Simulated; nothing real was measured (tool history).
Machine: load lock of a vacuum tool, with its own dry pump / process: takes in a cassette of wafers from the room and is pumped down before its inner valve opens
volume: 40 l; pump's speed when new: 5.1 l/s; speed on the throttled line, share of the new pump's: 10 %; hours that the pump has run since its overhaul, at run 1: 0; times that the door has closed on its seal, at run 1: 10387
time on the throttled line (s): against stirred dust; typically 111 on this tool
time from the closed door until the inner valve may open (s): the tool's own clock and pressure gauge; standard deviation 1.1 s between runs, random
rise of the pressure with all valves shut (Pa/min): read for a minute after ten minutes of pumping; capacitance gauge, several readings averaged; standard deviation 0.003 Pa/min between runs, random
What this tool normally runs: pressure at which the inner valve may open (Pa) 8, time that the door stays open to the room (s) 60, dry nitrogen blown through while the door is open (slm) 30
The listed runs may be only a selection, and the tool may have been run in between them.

run    hour  time on the throttled line (s)  pressure at which the inner valve may open (Pa)  time that the door stays open to the room (s)  dry nitrogen blown through while the door is open (slm)  hours that the pump has run since its overhaul  times that the door has closed on its seal  incoming humidity of the room's air, %  time from the closed door until the inner valve may open (s)  rise of the pressure with all valves shut (Pa/min)
  1     0.0                             111                                                8                                             60                                                       30                                               0                                       10387                                    49.1                                                         176.0                                               0.084
  2   288.4                             111                                                8                                             60                                                       30                                             288                                       11693                                    46.0                                                         174.6                                               0.096
  3   428.2                             111                                                8                                             60                                                       30                                             428                                       12327                                    45.6                                                         175.3                                               0.089
  4   647.1                             111                                                8                                             60                                                       30                                             647                                       13319                                    42.4                                                         176.0                                               0.094
  5   799.7                             111                                                8                                             60                                                       30                                             800                                       14010                                    47.8                                                         177.0                                               0.110
  6  1019.7                             111                                                8                                             60                                                       30                                            1020                                       15007                                    47.0                                                         178.0                                               0.111
  7  1298.8                             111                                                8                                             60                                                       30                                            1299                                       16271                                    41.6                                                         178.0                                               0.118
  8  1526.5                             111                                                8                                             60                                                       30                                            1527                                       17302                                    47.0                                                         177.5                                               0.130
  9  1764.4                             111                                                8                                             83                                                       30                                            1764                                       18380                                    45.9                                                         176.9                                               0.139
 10  1940.0                              79                                                8                                             94                                                       34                                            1940                                       19176                                    46.4                                                         149.2                                               0.141
 11  2112.3                              92                                                8                                             94                                                       13                                            2112                                       19956                                    46.2                                                         160.9                                               0.178
 12  2413.4                              92                                                8                                             94                                                       13                                            2413                                       21320                                    45.0                                                         159.5                                               0.188
 13  2552.2                              92                                                8                                             94                                                       13                                            2552                                       21949                                    44.1                                                         159.9                                               0.191
 14  2761.6                             109                                                8                                             94                                                       13                                            2762                                       22898                                    45.9                                                         177.0                                               0.204
 15  2981.7                             131                                               14                                             47                                                       15                                            2982                                       23895                                    42.9                                                         192.6                                               0.193
 16  3218.1                             111                                               14                                             47                                                       39                                            3218                                       24966                                    43.6                                                         174.4                                               0.187

The logged runs with the hidden state left out (each run's random variation unchanged):
Hidden state present: pump's speed, % of a new pump's; leak at the door's seal, Pa l/s; drift of the gauge itself on ready_s, %; drift of the gauge itself on rise_pa_min, %.
run  time from the closed door until the inner valve may open (s)  rise of the pressure with all valves shut (Pa/min)
  1                                                         175.6                                               0.038
  2                                                         173.9                                               0.042
  3                                                         174.5                                               0.032
  4                                                         174.9                                               0.031
  5                                                         175.8                                               0.043
  6                                                         176.5                                               0.038
  7                                                         176.3                                               0.036
  8                                                         175.5                                               0.040
  9                                                         174.6                                               0.039
 10                                                         146.6                                               0.036
 11                                                         158.1                                               0.065
 12                                                         156.3                                               0.066
 13                                                         156.6                                               0.064
 14                                                         173.6                                               0.063
 15                                                         189.2                                               0.046
 16                                                         170.7                                               0.028
